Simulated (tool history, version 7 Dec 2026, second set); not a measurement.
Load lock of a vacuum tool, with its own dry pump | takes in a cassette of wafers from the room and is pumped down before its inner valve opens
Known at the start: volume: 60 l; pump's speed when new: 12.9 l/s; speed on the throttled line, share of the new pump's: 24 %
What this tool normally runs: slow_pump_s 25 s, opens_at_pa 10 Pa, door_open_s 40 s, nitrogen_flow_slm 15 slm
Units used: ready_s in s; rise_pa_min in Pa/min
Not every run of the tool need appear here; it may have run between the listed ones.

run     hour  slow_pump_s  opens_at_pa  door_open_s  nitrogen_flow_slm  incoming humidity of the room's air, %  ready_s  rise_pa_min
  1      0.0           25           10           40                 15                                    46.9     62.5        0.057
  2    285.9           25           10           40                 15                                    45.5     62.2        0.060
  3    689.6           25           10           40                 15                                    44.3     62.5        0.068
  4   1056.1           25           10           40                 15                                    45.7     63.3        0.081
  5   1358.5           25           10           40                 15                                    45.2     62.8        0.077
  6   1748.6           25           10           40                 15                                    44.3     62.9        0.087
  7   2122.9           25           10           61                 15                                    47.7     63.1        0.099
  8   2298.7           25           10           61                 15                                    42.4     64.0        0.098
  9   2643.1           25           10           61                 15                                    42.4     63.2        0.105
 10   3065.5           25           10           40                 15                                    46.7     62.5        0.115
 11   3454.5           25           10           40                 15                                    47.1     63.5        0.130
 12   3878.7           25           10           40                 15                                    48.2     64.0        0.136
 13   4219.1           25           10           40                 15                                    43.8     63.5        0.146
 14   4613.0           25           10          150                 15                                    46.5     63.7        0.172
      4990.1  -- door's seal changed, seat wiped
 15   5017.2           25           10          150                 15                                    45.0     63.5        0.040
 16   5440.3           25           10          150                 15                                    46.3     64.1        0.042
 17   5640.9           25           10           40                 15                                    47.0     64.6        0.027
 18   6044.3           25           10           40                 15                                    50.0     64.2        0.027
 19   6295.0           48            8           40                 15                                    42.3     82.3        0.031
 20   6485.5           48            8           40                 15                                    43.4     83.3        0.034
 21   6679.9           21           10          213                 18                                    43.5     61.4        0.055
 22   6864.3           26           11           74                  5                                    44.0     65.0        0.058
 23   7139.1           29           11           74                 22                                    45.8     67.1        0.037
 24   7379.7           29           11           74                 22                                    44.0     67.0        0.037
 25   7611.5           29           11           74                 22                                    46.4     66.7        0.045
 26   7910.8           25           10           60                 15                                    48.1     65.1        0.057
 27   8115.3           17           13           41                 41                                    46.7     57.3        0.038
 28   8358.3           17            9           41                  5                                    42.9     59.5        0.066
 29   8754.0           17            9           41                  5                                    45.0     58.8        0.075
 30   9166.0           25           10          228                 33                                    46.8     65.8        0.070
 31   9583.2           25           10          228                 33                                    46.4     65.6        0.084
 32   9932.4           25            9           40                  5                                    45.6     65.7        0.095
 33  10306.6           25            9          115                  5                                    43.9     66.0        0.116
 34  10676.3           32           16          203                 39                                    44.7     68.4        0.087
 35  10866.9           32           16          203                 39                                    43.3     67.6        0.104
 36  11137.9           20           16          203                 32                                    45.0     60.5        0.110

Below are 5 alternative next runs, each starting from the tool's condition after run 36. Predict each:
  A  11440.7           25           11           40                 13                                    46.0        ?            ?
  B  11440.7           25           10          132                 14                                    46.3        ?            ?
  C  11440.7           47            7           40                 15                                    44.6        ?            ?
  D  11440.7           25            9           40                 15                                    48.9        ?            ?
  E  11440.7           21           16          203                 12                                    48.3        ?            ?

run  ready_s  rise_pa_min
  A     64.8        0.110
  B     65.4        0.128
  C     84.2        0.111
  D     65.9        0.111
  E     59.8        0.136
Without the tool's hidden state the same runs would have given:
run  ready_s  rise_pa_min
  A     61.2        0.022
  B     61.8        0.040
  C     80.9        0.023
  D     62.4        0.023
  E     56.3        0.048
